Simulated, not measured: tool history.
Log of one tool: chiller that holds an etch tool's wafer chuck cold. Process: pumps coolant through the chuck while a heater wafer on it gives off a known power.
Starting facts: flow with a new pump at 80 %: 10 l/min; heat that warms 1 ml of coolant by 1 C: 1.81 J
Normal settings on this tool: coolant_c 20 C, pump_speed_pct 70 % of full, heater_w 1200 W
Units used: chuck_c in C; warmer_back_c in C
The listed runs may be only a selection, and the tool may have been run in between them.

run    hour  coolant_c  pump_speed_pct  heater_w  chuck_c  warmer_back_c
  1       0         20              70      1200     31.4           4.77
  2   224.3         20              70      1200     31.5           4.77
  3   376.8         20              71      1200     31.3           4.75
  4   491.9         20              71      1120     30.5           4.39
  5   705.2         20              71      1120     30.7           4.47
  6   885.3         20              70      1200     31.4           4.83
  7  1089.8         20              70      1200     31.5           4.79
  8  1185.1         20              70      1200     31.5           4.79
  9  1347.9         20              70      1200     31.4           4.86
 10  1457.7         20              70      1200     31.7           5.02
 11  1624.3         16              70      1745       32           7.27
 12  1819.7         23              93       762     28.6           2.34
 13  1974.8         18              62      1200     29.8           5.79
 14  2142.8         23              73      1073     32.1           3.89
 15  2287.4         23              73      1073     32.2           3.96

Put back what was entered between runs (3 entries, withheld): which listed runs does each sit between, and how does the hidden state differ from the listed run before to the listed run after?
Runs 9 to 10: coolant pump overhauled (hour 1370.3)
  heat passed by the chuck's channels, % of clean ones': 89.9 -> 89.7; flow at a given pump speed, % of a new pump's: 95.3 -> 92.4; coolant's true temperature over the reading, C: -0.14 -> -0.15
  measured less the result without the state, chuck_c: +1 -> +1.3 C; warmer_back_c: +0.23 -> +0.38 C
Runs 10 to 11: coolant changed, channels flushed (hour 1528.3)
  heat passed by the chuck's channels, % of clean ones': 89.7 -> 99.4; flow at a given pump speed, % of a new pump's: 92.4 -> 92.2; coolant's true temperature over the reading, C: -0.15 -> -0.16
  measured less the result without the state, chuck_c: +1.3 -> +0.7 C; warmer_back_c: +0.38 -> +0.57 C
Runs 13 to 14: coolant pump overhauled, once more (hour 2073.6)
  heat passed by the chuck's channels, % of clean ones': 98.7 -> 98.5; flow at a given pump speed, % of a new pump's: 91.8 -> 100.6; coolant's true temperature over the reading, C: -0.19 -> -0.2
  measured less the result without the state, chuck_c: +0.5 -> -0.1 C; warmer_back_c: +0.48 -> -0.02 C

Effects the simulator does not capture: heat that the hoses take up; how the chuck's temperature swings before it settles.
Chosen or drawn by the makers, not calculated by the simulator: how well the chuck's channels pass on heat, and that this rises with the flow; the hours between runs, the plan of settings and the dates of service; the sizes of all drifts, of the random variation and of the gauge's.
